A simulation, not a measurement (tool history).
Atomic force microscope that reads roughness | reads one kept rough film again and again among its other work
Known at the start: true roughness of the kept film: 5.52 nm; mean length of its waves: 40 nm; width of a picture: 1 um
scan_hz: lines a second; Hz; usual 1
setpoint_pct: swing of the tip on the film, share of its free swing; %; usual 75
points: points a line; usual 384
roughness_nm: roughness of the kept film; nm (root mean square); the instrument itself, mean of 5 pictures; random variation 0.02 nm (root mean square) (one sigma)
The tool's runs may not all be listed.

run,hour,scan_hz,setpoint_pct,points,roughness_nm
1,0,1,75,384,4.673
2,19.5,1,75,384,4.652
3,32.7,2.77,75,384,4.212
4,54,1,57,384,4.732
5,80.7,1,57,384,4.715
6,101.4,1,57,384,4.615
7,122.2,1,57,384,4.606
8,150.1,1,57,384,4.575
9,181.5,1,57,384,4.523
10,211.3,1,75,666,4.36
11,227.9,1,75,666,4.319
12,250.3,1,75,666,4.301
13,273.9,1,75,666,4.275
14,302.8,2.99,58,336,4.192
15,317.5,2.99,58,336,4.187
16,345.6,0.59,88,683,4.138
# hour 375.6: new tip fitted
17,375.6,0.97,62,899,5.012
18,401.6,3.94,79,980,4.02
19,418.7,1,89,384,4.563
20,447.3,1,89,384,4.511
21,468.9,1,75,886,4.704
22,494.5,1,75,886,4.688

3 ways to go on from here, each from the tool as it stands after run 22. What would each give?
A,510.7,2.24,77,385,?
B,510.7,3,59,384,?
C,510.7,0.62,75,458,?

run,roughness_nm
A,4.311
B,4.608
C,4.745
Without the tool's hidden state the same runs would have given:
run,roughness_nm
A,4.543
B,4.856
C,5
